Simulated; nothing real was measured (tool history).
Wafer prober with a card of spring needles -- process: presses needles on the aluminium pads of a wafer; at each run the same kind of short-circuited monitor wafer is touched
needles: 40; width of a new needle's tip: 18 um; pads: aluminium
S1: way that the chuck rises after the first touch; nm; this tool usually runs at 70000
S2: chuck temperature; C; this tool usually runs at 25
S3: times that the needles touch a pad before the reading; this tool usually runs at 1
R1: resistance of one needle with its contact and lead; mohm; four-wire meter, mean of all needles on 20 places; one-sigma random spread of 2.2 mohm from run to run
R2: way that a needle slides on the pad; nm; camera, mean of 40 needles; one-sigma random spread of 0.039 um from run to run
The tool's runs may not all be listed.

{"run": 1, "day": 0.0, "S1": 70000, "S2": 25, "S3": 1, "R1": 330, "R2": 14300}
{"run": 2, "day": 0.488, "S1": 70000, "S2": 25, "S3": 1, "R1": 459, "R2": 14280}
{"run": 3, "day": 1.325, "S1": 70000, "S2": 25, "S3": 1, "R1": 494, "R2": 14280}
{"day": 1.383, "done": "tips cleaned on abrasive film"}
{"run": 4, "day": 1.704, "S1": 73000, "S2": 25, "S3": 1, "R1": 395, "R2": 14920}
{"run": 5, "day": 2.229, "S1": 73000, "S2": 94, "S3": 1, "R1": 454, "R2": 14870}
{"run": 6, "day": 2.717, "S1": 59000, "S2": 25, "S3": 1, "R1": 597, "R2": 12010}
{"day": 2.896, "done": "tips cleaned on abrasive film"}
{"run": 7, "day": 3.167, "S1": 59000, "S2": 25, "S3": 1, "R1": 457, "R2": 11980}
{"run": 8, "day": 3.712, "S1": 59000, "S2": 25, "S3": 1, "R1": 571, "R2": 11940}
{"day": 4.367, "done": "tips cleaned on abrasive film"}
{"run": 9, "day": 4.533, "S1": 59000, "S2": 25, "S3": 1, "R1": 396, "R2": 11930}
{"run": 10, "day": 5.083, "S1": 59000, "S2": 103, "S3": 1, "R1": 549, "R2": 11950}
{"run": 11, "day": 5.742, "S1": 59000, "S2": 103, "S3": 1, "R1": 581, "R2": 11930}
{"day": 5.846, "done": "tips cleaned on abrasive film"}
{"run": 12, "day": 6.162, "S1": 59000, "S2": 103, "S3": 2, "R1": 393, "R2": 11960}
{"run": 13, "day": 6.583, "S1": 59000, "S2": 103, "S3": 2, "R1": 434, "R2": 11880}
{"run": 14, "day": 7.092, "S1": 59000, "S2": 103, "S3": 2, "R1": 451, "R2": 11940}
{"day": 7.362, "done": "tips cleaned on abrasive film"}
{"run": 15, "day": 7.604, "S1": 70000, "S2": 25, "S3": 2, "R1": 333, "R2": 14160}
{"run": 16, "day": 8.438, "S1": 70000, "S2": 59, "S3": 2, "R1": 398, "R2": 14130}
{"day": 8.862, "done": "tips cleaned on abrasive film"}
{"run": 17, "day": 9.267, "S1": 70000, "S2": 25, "S3": 1, "R1": 433, "R2": 14170}
{"run": 18, "day": 10.096, "S1": 85000, "S2": 103, "S3": 1, "R1": 431, "R2": 17290}
{"day": 10.379, "done": "tips cleaned on abrasive film"}
{"run": 19, "day": 10.675, "S1": 71000, "S2": 97, "S3": 2, "R1": 353, "R2": 14360}
{"run": 20, "day": 11.458, "S1": 71000, "S2": 97, "S3": 2, "R1": 402, "R2": 14360}
{"run": 21, "day": 11.829, "S1": 71000, "S2": 97, "S3": 2, "R1": 399, "R2": 14320}
{"day": 11.904, "done": "tips cleaned on abrasive film"}
{"run": 22, "day": 12.283, "S1": 71000, "S2": 97, "S3": 2, "R1": 365, "R2": 14340}
{"run": 23, "day": 12.988, "S1": 71000, "S2": 30, "S3": 2, "R1": 397, "R2": 14280}
{"day": 13.404, "done": "tips cleaned on abrasive film"}
{"run": 24, "day": 13.7, "S1": 56000, "S2": 30, "S3": 2, "R1": 394, "R2": 11250}
{"run": 25, "day": 14.354, "S1": 56000, "S2": 30, "S3": 2, "R1": 478, "R2": 11220}
{"day": 14.896, "done": "tips cleaned on abrasive film"}
{"run": 26, "day": 15.062, "S1": 56000, "S2": 44, "S3": 2, "R1": 350, "R2": 11180}
{"run": 27, "day": 15.933, "S1": 56000, "S2": 44, "S3": 2, "R1": 483, "R2": 11190}
{"day": 16.371, "done": "tips cleaned on abrasive film"}
{"run": 28, "day": 16.742, "S1": 76000, "S2": 44, "S3": 2, "R1": 338, "R2": 15290}
{"run": 29, "day": 17.442, "S1": 70000, "S2": 25, "S3": 2, "R1": 403, "R2": 14060}
{"day": 17.892, "done": "tips cleaned on abrasive film"}
{"run": 30, "day": 18.062, "S1": 70000, "S2": 86, "S3": 1, "R1": 366, "R2": 14030}
{"run": 31, "day": 18.438, "S1": 70000, "S2": 86, "S3": 1, "R1": 473, "R2": 13980}
{"run": 32, "day": 19.033, "S1": 58000, "S2": 73, "S3": 3, "R1": 387, "R2": 11550}
{"day": 19.379, "done": "tips cleaned on abrasive film"}
{"run": 33, "day": 19.529, "S1": 53000, "S2": 69, "S3": 3, "R1": 332, "R2": 10510}
{"run": 34, "day": 20.096, "S1": 53000, "S2": 69, "S3": 3, "R1": 402, "R2": 10490}

What if the next run were any one of these 4? Each begins from the tool's condition after run 34:
{"day": 20.858, "done": "tips cleaned on abrasive film"}
{"run": "A", "day": 20.954, "S1": 53000, "S2": 69, "S3": 1, "R1": "?", "R2": "?"}
{"day": 20.858, "done": "tips cleaned on abrasive film"}
{"run": "B", "day": 20.954, "S1": 68000, "S2": 99, "S3": 2, "R1": "?", "R2": "?"}
{"day": 20.858, "done": "tips cleaned on abrasive film"}
{"run": "C", "day": 20.954, "S1": 53000, "S2": 36, "S3": 1, "R1": "?", "R2": "?"}
{"day": 20.858, "done": "tips cleaned on abrasive film"}
{"run": "D", "day": 20.954, "S1": 56000, "S2": 28, "S3": 3, "R1": "?", "R2": "?"}

run=A R1=395 R2=10430
run=B R1=315 R2=13550
run=C R1=397 R2=10510
run=D R1=299 R2=11100
What these runs would have given with no unlogged condition in the tool:
run=A R1=259 R2=10880
run=B R1=266 R2=13990
run=C R1=253 R2=10950
run=D R1=250 R2=11540
